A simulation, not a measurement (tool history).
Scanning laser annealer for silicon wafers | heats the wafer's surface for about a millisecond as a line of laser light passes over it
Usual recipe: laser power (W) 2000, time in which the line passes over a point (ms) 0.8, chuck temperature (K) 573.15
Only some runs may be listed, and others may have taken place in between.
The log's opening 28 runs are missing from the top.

run	day	laser power (W)	time in which the line passes over a point (ms)	chuck temperature (K)	hours of work since the window was cleaned	hours of work since the power meter was calibrated	hours of work since the optics were aligned	highest temperature of the surface (K)
29	56.479	1995	0.946	555.15	364	1782	1428	1334.15
# day 57.204: window over the wafer cleaned
30	58.933	1995	0.946	555.15	29	1821	1468	1336.15
31	61.671	2061	0.862	573.15	74	1866	1513	1348.15
32	63.45	2127	0.779	546.15	103	1896	1542	1307.15
# day 63.846: optics aligned, line set to its width
33	65.183	2127	0.921	546.15	129	1921	22	1367.15
34	67.292	2127	0.921	546.15	163	1956	57	1364.15
35	68.658	1774	0.812	608.15	186	1978	80	1255.15
36	70.117	2000	0.894	546.15	210	2003	104	1309.15
37	71.954	2000	0.894	546.15	241	2033	134	1308.15
38	74.021	2025	0.924	573.15	275	2067	168	1358.15
39	75.438	2025	0.661	604.15	298	2091	192	1271.15
40	77.8	2025	0.661	604.15	337	2130	231	1273.15
41	79.488	2025	0.999	588.15	365	2158	259	1403.15

Here are 3 independent what-if runs from the current tool condition. What would each one return?
# day 80.008: window over the wafer cleaned
A	80.917	1773	0.999	588.15	15	2180	281	?
# day 80.008: window over the wafer cleaned
B	80.917	1893	0.589	554.15	15	2180	281	?
# day 80.008: window over the wafer cleaned
C	80.917	2025	0.845	588.15	15	2180	281	?

run	highest temperature of the surface (K)
A	1304.15
B	1148.15
C	1341.15
Without the tool's hidden state the same runs would have given:
run	highest temperature of the surface (K)
A	1304.15
B	1148.15
C	1342.15
